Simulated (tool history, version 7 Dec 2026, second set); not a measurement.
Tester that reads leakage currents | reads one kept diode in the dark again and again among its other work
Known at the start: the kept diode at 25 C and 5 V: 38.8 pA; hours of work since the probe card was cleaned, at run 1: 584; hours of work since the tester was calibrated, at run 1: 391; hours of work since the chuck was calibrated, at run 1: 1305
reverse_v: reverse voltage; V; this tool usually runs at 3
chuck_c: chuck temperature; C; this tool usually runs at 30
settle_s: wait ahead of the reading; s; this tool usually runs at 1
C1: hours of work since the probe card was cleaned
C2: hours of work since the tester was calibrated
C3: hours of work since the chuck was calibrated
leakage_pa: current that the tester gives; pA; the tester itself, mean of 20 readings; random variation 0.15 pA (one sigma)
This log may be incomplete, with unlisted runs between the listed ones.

Run 1, hour 0: usual settings; C1 584; C2 391; C3 1305. Result: leakage_pa 53.26 pA.
Run 2, hour 22.2: usual settings; C1 593; C2 400; C3 1314. Result: leakage_pa 53.21 pA.
Run 3, hour 38: usual settings; C1 600; C2 407; C3 1321. Result: leakage_pa 53 pA.
Run 4, hour 66: usual settings; C1 612; C2 418; C3 1332. Result: leakage_pa 53.16 pA.
Run 5, hour 93.2: usual settings but chuck_c 24 C; C1 623; C2 430; C3 1344. Result: leakage_pa 35.19 pA.
Run 6, hour 106.7: usual settings but chuck_c 24 C; C1 629; C2 435; C3 1349. Result: leakage_pa 35.03 pA.
Run 7, hour 123.9: usual settings but chuck_c 24 C; C1 636; C2 443; C3 1357. Result: leakage_pa 35.29 pA.
Run 8, hour 151.6: usual settings but chuck_c 32 C; C1 647; C2 454; C3 1368. Result: leakage_pa 61.13 pA.
Run 9, hour 176.2: usual settings but reverse_v 1.68 V; C1 658; C2 464; C3 1378. Result: leakage_pa 44.01 pA.
Run 10, hour 203.1: usual settings but reverse_v 1.68 V; C1 669; C2 476; C3 1390. Result: leakage_pa 44.02 pA.
Run 11, hour 219.3: usual settings but reverse_v 1.68 V; C1 676; C2 482; C3 1396. Result: leakage_pa 43.85 pA.
Run 12, hour 249.6: usual settings but reverse_v 1.68 V; C1 688; C2 495; C3 1409. Result: leakage_pa 43.78 pA.
Run 13, hour 267.8: usual settings but reverse_v 1.68 V; C1 696; C2 503; C3 1417. Result: leakage_pa 43.86 pA.
Run 14, hour 283.4: usual settings but reverse_v 1.56 V; C1 703; C2 509; C3 1423. Result: leakage_pa 42.93 pA.
Run 15, hour 297.4: usual settings but reverse_v 1.56 V; C1 708; C2 515; C3 1429. Result: leakage_pa 43.02 pA.
Run 16, hour 324.2: usual settings but reverse_v 1.56 V; C1 720; C2 526; C3 1440. Result: leakage_pa 42.96 pA.
Run 17, hour 347.4: usual settings but reverse_v 6.47 V; C1 729; C2 536; C3 1450. Result: leakage_pa 71.25 pA.
Run 18, hour 368.9: usual settings but reverse_v 6.47 V; C1 738; C2 545; C3 1459. Result: leakage_pa 71.42 pA.
Run 19, hour 382.8: usual settings but reverse_v 6.47 V; C1 744; C2 551; C3 1465. Result: leakage_pa 71.59 pA.
Run 20, hour 411.8: usual settings but reverse_v 6.47 V; C1 756; C2 563; C3 1477. Result: leakage_pa 71.53 pA.
Run 21, hour 429.9: usual settings; C1 764; C2 570; C3 1484. Result: leakage_pa 54.21 pA.
Run 22, hour 452.6: usual settings but reverse_v 1.38 V, chuck_c 57 C, settle_s 1.98 s; C1 773; C2 580; C3 1494. Result: leakage_pa 240.79 pA.
Run 23, hour 470.5: usual settings but reverse_v 8.05 V, chuck_c 37 C; C1 781; C2 587; C3 1501. Result: leakage_pa 123.12 pA.
Run 24, hour 500.2: usual settings but reverse_v 8.05 V, chuck_c 37 C; C1 793; C2 600; C3 1514. Result: leakage_pa 123.55 pA.
Run 25, hour 519.4: usual settings but reverse_v 9.29 V, settle_s 2.02 s; C1 801; C2 608; C3 1522. Result: leakage_pa 81.79 pA.
Run 26, hour 538: usual settings but reverse_v 9.29 V, settle_s 2.02 s; C1 809; C2 616; C3 1530. Result: leakage_pa 82.27 pA.
Run 27, hour 559.5: usual settings but reverse_v 9.29 V, settle_s 2.02 s; C1 818; C2 625; C3 1539. Result: leakage_pa 82.15 pA.
Run 28, hour 577.3: usual settings but reverse_v 18.59 V, chuck_c 45 C, settle_s 0.44 s; C1 825; C2 632; C3 1546. Result: leakage_pa 283.09 pA.
Run 29, hour 592.9: usual settings but reverse_v 3.67 V, chuck_c 48 C, settle_s 1.18 s; C1 832; C2 639; C3 1553. Result: leakage_pa 191.29 pA.
Run 30, hour 624: usual settings but reverse_v 8.7 V, chuck_c 28 C, settle_s 7.23 s; C1 845; C2 652; C3 1566. Result: leakage_pa 69.82 pA.
Run 31, hour 643.8: usual settings but reverse_v 8.7 V, chuck_c 28 C, settle_s 7.23 s; C1 853; C2 660; C3 1574. Result: leakage_pa 70.45 pA.
Run 32, hour 668.1: usual settings but reverse_v 8.7 V, chuck_c 28 C, settle_s 7.23 s; C1 863; C2 670; C3 1584. Result: leakage_pa 70.03 pA.

Run 33 has not been measured yet. What should we expect?
Run 33, hour 694.2: usual settings but reverse_v 11.62 V, chuck_c 28 C, settle_s 2.79 s; C1 874; C2 681; C3 1595. Result: leakage_pa ?.

leakage_pa: 78.87 pA
Had the tool carried no hidden state, the very same run would have given leakage_pa 64.58 pA.

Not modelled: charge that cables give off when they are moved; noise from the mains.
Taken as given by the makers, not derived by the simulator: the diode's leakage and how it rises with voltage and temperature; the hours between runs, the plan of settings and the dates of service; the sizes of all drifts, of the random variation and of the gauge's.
